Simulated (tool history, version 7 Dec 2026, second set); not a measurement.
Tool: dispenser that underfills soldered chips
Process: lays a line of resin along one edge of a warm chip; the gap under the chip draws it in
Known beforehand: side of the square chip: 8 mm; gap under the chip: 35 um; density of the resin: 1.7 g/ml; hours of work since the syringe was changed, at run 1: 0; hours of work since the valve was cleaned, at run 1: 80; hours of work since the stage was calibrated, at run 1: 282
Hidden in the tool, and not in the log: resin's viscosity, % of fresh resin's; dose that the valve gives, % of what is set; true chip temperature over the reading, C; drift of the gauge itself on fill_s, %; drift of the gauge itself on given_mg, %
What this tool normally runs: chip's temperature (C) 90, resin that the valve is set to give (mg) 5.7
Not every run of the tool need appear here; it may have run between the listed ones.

run,hour,chip's temperature (C),resin that the valve is set to give (mg),hours of work since the syringe was changed,hours of work since the valve was cleaned,hours of work since the stage was calibrated,time until the resin shows at the far edge (s),resin that the valve gave (mg)
1,0,90,5.7,0,80,282,24.6,5.54
# hour 13.7: new syringe of resin
2,16,90,4.9,2,90,292,27.1,4.67
3,27,90,4.9,9,97,299,40.4,4.72
# hour 28.4: new syringe of resin
4,35.3,90,4.9,4,102,305,32,4.74
# hour 42.3: new syringe of resin
5,43.6,90,5.7,1,107,310,24.4,5.47
6,52.7,90,5.36,7,113,316,33.8,5.12
# hour 56: new syringe of resin
7,61.9,89,5.36,4,118,321,31.1,5.15
# hour 70.5: new syringe of resin
# hour 73.8: dispensing valve cleaned and set on the balance
8,77.1,89,5.82,4,2,330,29.8,5.86
# hour 86: new syringe of resin
9,93.2,89,5.82,5,12,340,31.6,5.79
# hour 99.8: new syringe of resin
10,100.9,90,5.7,1,17,345,24.4,5.66
# hour 114.3: new syringe of resin
11,117.1,90,5.7,2,27,355,26,5.61
# hour 128.7: new syringe of resin
12,129,90,5.7,0,35,363,23.4,5.69
13,140.8,90,5.7,8,42,370,36.1,5.65
# hour 143.4: new syringe of resin
14,152.7,90,5.7,6,50,378,33.1,5.65
# hour 157.2: new syringe of resin
15,167.6,90,5.7,7,59,387,33.1,5.59
# hour 171.6: new syringe of resin
16,182.4,79,5.01,7,68,396,55.5,4.91
# hour 186.1: new syringe of resin
17,195.7,79,5.01,6,77,405,53.4,4.87
# hour 201.1: new syringe of resin
18,204.1,102,6.78,2,82,410,15.6,6.54
# hour 215.6: new syringe of resin
19,219,98,6.61,2,91,419,18.6,6.39

Predict the results of run 20:
20,227,90,5.4,7,96,424,?,?

Run 20 produced time until the resin shows at the far edge (s) 34.9, resin that the valve gave (mg) 5.19.
On a tool with no hidden condition, and with the same random variation, this run would have come out at time until the resin shows at the far edge (s) 26.3, resin that the valve gave (mg) 5.36.
